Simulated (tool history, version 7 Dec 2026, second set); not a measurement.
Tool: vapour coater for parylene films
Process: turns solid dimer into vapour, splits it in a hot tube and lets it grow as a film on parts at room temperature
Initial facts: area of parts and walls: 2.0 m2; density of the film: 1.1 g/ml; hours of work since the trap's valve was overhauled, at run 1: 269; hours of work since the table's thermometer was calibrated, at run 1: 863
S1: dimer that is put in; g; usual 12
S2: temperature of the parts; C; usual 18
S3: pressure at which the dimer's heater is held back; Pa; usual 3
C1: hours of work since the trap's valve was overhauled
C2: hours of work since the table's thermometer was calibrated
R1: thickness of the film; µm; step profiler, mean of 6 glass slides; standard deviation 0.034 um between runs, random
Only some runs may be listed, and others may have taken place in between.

run,day,S1,S2,S3,C1,C2,R1
1,0,12,18,3,269,863,3.98
2,1.367,12,18,3,292,886,3.93
3,2.925,12,26,3,318,912,2.76
# day 3.817: trap's valve overhauled
4,3.817,12,26,3,0,924,3.13
5,4.95,12,18,7.72,19,943,4.08
6,6.017,12,18,7.72,37,960,4.02
7,7.029,12,18,7.72,54,977,4.02
8,8.488,12,18,7.72,78,1002,4
9,9.717,12,18,7.72,99,1022,4
10,10.625,12,11,5.54,114,1037,5.07
11,11.554,8,24,3,129,1053,2.16

Estimate the outcome of run 12 from the log above:
12,12.642,8,24,3,147,1071,?

{"run 12": {"R1": 2.17}}
Without the tool's hidden state the same run would have given R1 2.26 µm.
